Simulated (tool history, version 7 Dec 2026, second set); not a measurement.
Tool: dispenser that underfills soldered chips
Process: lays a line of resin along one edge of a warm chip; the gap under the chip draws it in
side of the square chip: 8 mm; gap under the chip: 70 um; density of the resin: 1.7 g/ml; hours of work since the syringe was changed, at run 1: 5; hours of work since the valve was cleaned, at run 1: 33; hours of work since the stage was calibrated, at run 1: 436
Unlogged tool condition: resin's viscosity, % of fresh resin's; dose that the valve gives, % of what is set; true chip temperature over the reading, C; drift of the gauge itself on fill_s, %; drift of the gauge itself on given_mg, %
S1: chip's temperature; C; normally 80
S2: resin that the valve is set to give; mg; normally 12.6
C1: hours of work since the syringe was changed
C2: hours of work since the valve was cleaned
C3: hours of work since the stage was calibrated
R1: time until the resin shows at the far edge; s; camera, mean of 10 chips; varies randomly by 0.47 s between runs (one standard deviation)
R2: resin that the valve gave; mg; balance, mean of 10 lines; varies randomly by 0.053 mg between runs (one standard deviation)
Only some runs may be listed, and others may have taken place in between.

| run | hour | S1 | S2 | C1 | C2 | C3 | R1 | R2 |
|---|---|---|---|---|---|---|---|---|
| 1 | 0.0 | 80 | 12.6 | 5 | 33 | 436 | 59.6 | 12.21 |
|  | 2.6 | new syringe of resin |
|  | 13.3 | new syringe of resin |
| 2 | 14.5 | 80 | 14.2 | 1 | 43 | 445 | 42.5 | 13.68 |
| 3 | 23.3 | 80 | 14.2 | 7 | 49 | 451 | 66.5 | 13.57 |
|  | 25.0 | new syringe of resin |
|  | 35.7 | new syringe of resin |
| 4 | 36.6 | 80 | 14.2 | 1 | 58 | 460 | 40.8 | 13.41 |
| 5 | 45.6 | 80 | 14.2 | 7 | 64 | 466 | 65.2 | 13.48 |
|  | 47.0 | new syringe of resin |
|  | 58.1 | new syringe of resin |
| 6 | 62.8 | 80 | 14.2 | 3 | 75 | 478 | 50.3 | 13.27 |
|  | 69.3 | new syringe of resin |
| 7 | 71.5 | 80 | 14.2 | 2 | 81 | 484 | 45.8 | 13.25 |
|  | 80.2 | new syringe of resin |
|  | 88.2 | dispensing valve cleaned and set on the balance |
| 8 | 88.4 | 67 | 12.6 | 5 | 0 | 494 | 93.6 | 12.63 |
|  | 92.4 | new syringe of resin |
| 9 | 99.1 | 67 | 12.6 | 5 | 7 | 502 | 92.1 | 12.60 |
|  | 102.8 | new syringe of resin |
|  | 114.5 | new syringe of resin |
| 10 | 115.3 | 86 | 12.6 | 1 | 18 | 512 | 35.1 | 12.44 |
| 11 | 123.3 | 80 | 12.6 | 6 | 24 | 518 | 65.0 | 12.33 |
|  | 125.1 | new syringe of resin |
|  | 136.0 | new syringe of resin |
| 12 | 136.0 | 80 | 12.6 | 0 | 32 | 526 | 41.0 | 12.29 |
| 13 | 143.6 | 80 | 12.6 | 5 | 37 | 532 | 60.2 | 12.22 |
|  | 147.0 | new syringe of resin |
| 14 | 153.0 | 80 | 12.6 | 4 | 44 | 538 | 55.7 | 12.19 |
|  | 158.1 | new syringe of resin |
| 15 | 165.9 | 89 | 12.6 | 5 | 52 | 547 | 44.3 | 11.95 |
|  | 169.2 | new syringe of resin |
| 16 | 175.9 | 80 | 12.6 | 5 | 59 | 553 | 57.5 | 11.95 |
|  | 180.3 | new syringe of resin |
| 17 | 186.3 | 80 | 12.6 | 4 | 66 | 560 | 55.4 | 11.89 |
|  | 191.1 | new syringe of resin |
| 18 | 194.7 | 72 | 11.4 | 3 | 72 | 566 | 68.7 | 10.71 |
|  | 201.7 | new syringe of resin |
| 19 | 210.7 | 67 | 12.3 | 6 | 82 | 577 | 102.9 | 11.39 |
|  | 212.9 | new syringe of resin |
|  | 223.2 | new syringe of resin |
|  | 225.7 | dispensing valve cleaned and set on the balance |
| 20 | 228.3 | 78 | 10.9 | 3 | 2 | 588 | 56.2 | 10.96 |
|  | 234.7 | new syringe of resin |
| 21 | 235.3 | 85 | 11.3 | 0 | 6 | 592 | 37.6 | 11.22 |
|  | 245.9 | new syringe of resin |
| 22 | 246.7 | 86 | 12.6 | 1 | 14 | 600 | 35.1 | 12.36 |
| 23 | 255.6 | 86 | 12.6 | 7 | 20 | 606 | 55.5 | 12.42 |
|  | 256.6 | new syringe of resin |
|  | 267.3 | new syringe of resin |
| 24 | 267.3 | 86 | 14.3 | 0 | 28 | 614 | 34.0 | 13.98 |
| 25 | 276.5 | 68 | 14.5 | 6 | 34 | 620 | 101.7 | 13.95 |
|  | 278.0 | new syringe of resin |
| 26 | 287.8 | 90 | 14.6 | 7 | 42 | 628 | 48.6 | 14.06 |
|  | 289.2 | new syringe of resin |
| 27 | 296.3 | 90 | 14.6 | 5 | 48 | 633 | 43.1 | 14.00 |
|  | 300.3 | new syringe of resin |
| 28 | 304.5 | 93 | 12.3 | 3 | 53 | 639 | 33.5 | 11.75 |
|  | 310.8 | new syringe of resin |
| 29 | 316.1 | 93 | 12.3 | 4 | 61 | 647 | 35.2 | 11.66 |
|  | 322.0 | new syringe of resin |
|  | 332.9 | new syringe of resin |
| 30 | 333.3 | 79 | 13.1 | 0 | 72 | 658 | 44.5 | 12.22 |
|  | 343.8 | new syringe of resin |
| 31 | 348.8 | 67 | 11.4 | 3 | 83 | 669 | 89.2 | 10.53 |
|  | 354.2 | new syringe of resin |
| 32 | 355.9 | 95 | 14.0 | 1 | 87 | 673 | 26.3 | 13.00 |
|  | 363.9 | dispensing valve cleaned and set on the balance |
|  | 366.0 | new syringe of resin |
| 33 | 366.0 | 66 | 13.3 | 0 | 1 | 679 | 71.2 | 13.38 |
| 34 | 374.9 | 86 | 14.6 | 6 | 7 | 686 | 54.9 | 14.52 |

Below are 4 alternative next runs, each starting from the tool's condition after run 34. Predict each:
|  | 376.7 | new syringe of resin |
|  | 387.1 | new syringe of resin |
| A | 389.3 | 77 | 13.7 | 1 | 17 | 695 | ? | ? |
|  | 376.7 | new syringe of resin |
|  | 387.1 | new syringe of resin |
| B | 389.3 | 71 | 10.9 | 1 | 17 | 695 | ? | ? |
|  | 376.7 | new syringe of resin |
|  | 387.1 | new syringe of resin |
| C | 389.3 | 76 | 13.2 | 1 | 17 | 695 | ? | ? |
|  | 376.7 | new syringe of resin |
|  | 387.1 | new syringe of resin |
| D | 389.3 | 67 | 15.2 | 1 | 17 | 695 | ? | ? |

| run | R1 | R2 |
|---|---|---|
| A | 52.8 | 13.53 |
| B | 66.0 | 10.74 |
| C | 54.6 | 13.03 |
| D | 74.4 | 14.92 |
The same runs, with their run-to-run variation unchanged, on a tool lacking any hidden condition would have given:
| run | R1 | R2 |
|---|---|---|
| A | 40.8 | 13.75 |
| B | 50.4 | 10.91 |
| C | 42.0 | 13.24 |
| D | 56.9 | 15.16 |

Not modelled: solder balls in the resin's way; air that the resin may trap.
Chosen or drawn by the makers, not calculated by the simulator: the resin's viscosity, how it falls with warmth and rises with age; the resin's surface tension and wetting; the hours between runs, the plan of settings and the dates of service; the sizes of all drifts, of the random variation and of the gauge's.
